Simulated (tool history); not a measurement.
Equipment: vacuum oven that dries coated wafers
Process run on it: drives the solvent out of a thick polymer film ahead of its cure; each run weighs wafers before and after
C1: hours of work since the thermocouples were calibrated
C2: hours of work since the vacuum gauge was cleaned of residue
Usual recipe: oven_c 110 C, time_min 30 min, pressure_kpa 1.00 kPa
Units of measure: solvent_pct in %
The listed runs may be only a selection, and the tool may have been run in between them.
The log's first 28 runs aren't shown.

{"run": 29, "hour": 331.9, "oven_c": 110, "time_min": 30, "pressure_kpa": 1.08, "C1": 530, "C2": 38, "solvent_pct": 3.58}
{"run": 30, "hour": 341.5, "oven_c": 110, "time_min": 18, "pressure_kpa": 0.9, "C1": 534, "C2": 42, "solvent_pct": 5.12}
{"hour": 344.2, "done": "vacuum gauge cleaned of residue and calibrated, once more"}
{"run": 31, "hour": 356.5, "oven_c": 106, "time_min": 25, "pressure_kpa": 0.84, "C1": 540, "C2": 5, "solvent_pct": 4.86}
{"run": 32, "hour": 372.3, "oven_c": 121, "time_min": 52, "pressure_kpa": 2.98, "C1": 546, "C2": 12, "solvent_pct": 1.92}
{"run": 33, "hour": 389.4, "oven_c": 98, "time_min": 30, "pressure_kpa": 1.0, "C1": 553, "C2": 19, "solvent_pct": 6.37}
{"run": 34, "hour": 399.6, "oven_c": 98, "time_min": 44, "pressure_kpa": 1.84, "C1": 557, "C2": 23, "solvent_pct": 5.91}
{"run": 35, "hour": 413.1, "oven_c": 114, "time_min": 18, "pressure_kpa": 1.05, "C1": 563, "C2": 28, "solvent_pct": 4.36}
{"run": 36, "hour": 422.3, "oven_c": 114, "time_min": 18, "pressure_kpa": 1.05, "C1": 567, "C2": 32, "solvent_pct": 4.36}
{"run": 37, "hour": 434.5, "oven_c": 114, "time_min": 18, "pressure_kpa": 1.05, "C1": 572, "C2": 37, "solvent_pct": 4.26}
{"run": 38, "hour": 451.4, "oven_c": 111, "time_min": 30, "pressure_kpa": 0.84, "C1": 579, "C2": 44, "solvent_pct": 3.3}
{"run": 39, "hour": 462.5, "oven_c": 114, "time_min": 16, "pressure_kpa": 1.0, "C1": 583, "C2": 48, "solvent_pct": 4.61}
{"run": 40, "hour": 475.5, "oven_c": 96, "time_min": 54, "pressure_kpa": 0.96, "C1": 589, "C2": 54, "solvent_pct": 4.95}
{"run": 41, "hour": 485.9, "oven_c": 96, "time_min": 54, "pressure_kpa": 0.96, "C1": 593, "C2": 58, "solvent_pct": 5.11}
{"run": 42, "hour": 497.5, "oven_c": 98, "time_min": 54, "pressure_kpa": 1.59, "C1": 598, "C2": 63, "solvent_pct": 5.08}
{"run": 43, "hour": 510.4, "oven_c": 110, "time_min": 38, "pressure_kpa": 0.59, "C1": 603, "C2": 68, "solvent_pct": 2.51}
{"run": 44, "hour": 517.9, "oven_c": 124, "time_min": 26, "pressure_kpa": 2.91, "C1": 606, "C2": 71, "solvent_pct": 2.25}
{"run": 45, "hour": 527.4, "oven_c": 124, "time_min": 26, "pressure_kpa": 2.91, "C1": 610, "C2": 75, "solvent_pct": 2.25}
{"run": 46, "hour": 540.4, "oven_c": 124, "time_min": 26, "pressure_kpa": 2.91, "C1": 615, "C2": 80, "solvent_pct": 2.25}

Predict each of these 4 candidate next runs independently; none follows another, all start after run 46:
{"run": "A", "hour": 551.1, "oven_c": 107, "time_min": 53, "pressure_kpa": 0.52, "C1": 620, "C2": 85, "solvent_pct": "?"}
{"run": "B", "hour": 551.1, "oven_c": 121, "time_min": 37, "pressure_kpa": 2.91, "C1": 620, "C2": 85, "solvent_pct": "?"}
{"run": "C", "hour": 551.1, "oven_c": 110, "time_min": 26, "pressure_kpa": 2.91, "C1": 620, "C2": 85, "solvent_pct": "?"}
{"run": "D", "hour": 551.1, "oven_c": 120, "time_min": 50, "pressure_kpa": 2.68, "C1": 620, "C2": 85, "solvent_pct": "?"}

run=A solvent_pct=2.12
run=B solvent_pct=2.06
run=C solvent_pct=5.23
run=D solvent_pct=1.75
With the hidden condition removed and each run's random variation left untouched, the same runs would have given:
run=A solvent_pct=1.96
run=B solvent_pct=1.96
run=C solvent_pct=5.04
run=D solvent_pct=1.66
